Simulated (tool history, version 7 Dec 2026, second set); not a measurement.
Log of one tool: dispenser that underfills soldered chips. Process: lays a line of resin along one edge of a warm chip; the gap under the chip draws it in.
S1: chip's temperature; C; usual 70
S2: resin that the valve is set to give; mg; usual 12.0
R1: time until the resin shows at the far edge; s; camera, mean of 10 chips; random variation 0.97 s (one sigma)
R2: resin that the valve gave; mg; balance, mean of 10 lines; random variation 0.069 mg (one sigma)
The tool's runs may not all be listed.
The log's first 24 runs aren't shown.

run	day	S1	S2	R1	R2
25	6.221	62	14.0	216.8	13.04
# day 6.312: new syringe of resin
26	6.500	62	14.0	152.9	12.89
27	6.704	82	12.0	94.7	11.10
# day 6.838: new syringe of resin
28	7.058	65	14.3	144.5	13.21
29	7.329	67	11.6	199.4	10.71
# day 7.383: new syringe of resin
30	7.629	67	11.6	142.3	10.55
# day 7.912: new syringe of resin
31	7.921	67	13.3	98.9	12.02
# day 7.983: dispensing valve cleaned and set on the balance
32	8.212	67	13.3	136.6	13.13
33	8.438	74	10.5	147.0	10.54
# day 8.479: new syringe of resin
34	8.767	74	10.5	114.9	10.48
35	8.954	74	10.5	146.9	10.46

3 ways to go on from here, each from the tool as it stands after run 35. What would each give?
# day 9.021: new syringe of resin
A	9.125	55	13.0	?	?
# day 9.021: new syringe of resin
B	9.125	82	11.4	?	?
# day 9.021: new syringe of resin
C	9.125	74	15.3	?	?

run	R1	R2
A	184.5	12.84
B	65.3	11.21
C	81.5	15.29
Without the tool's hidden state the same runs would have given:
run	R1	R2
A	171.4	12.97
B	60.0	11.33
C	75.3	15.44
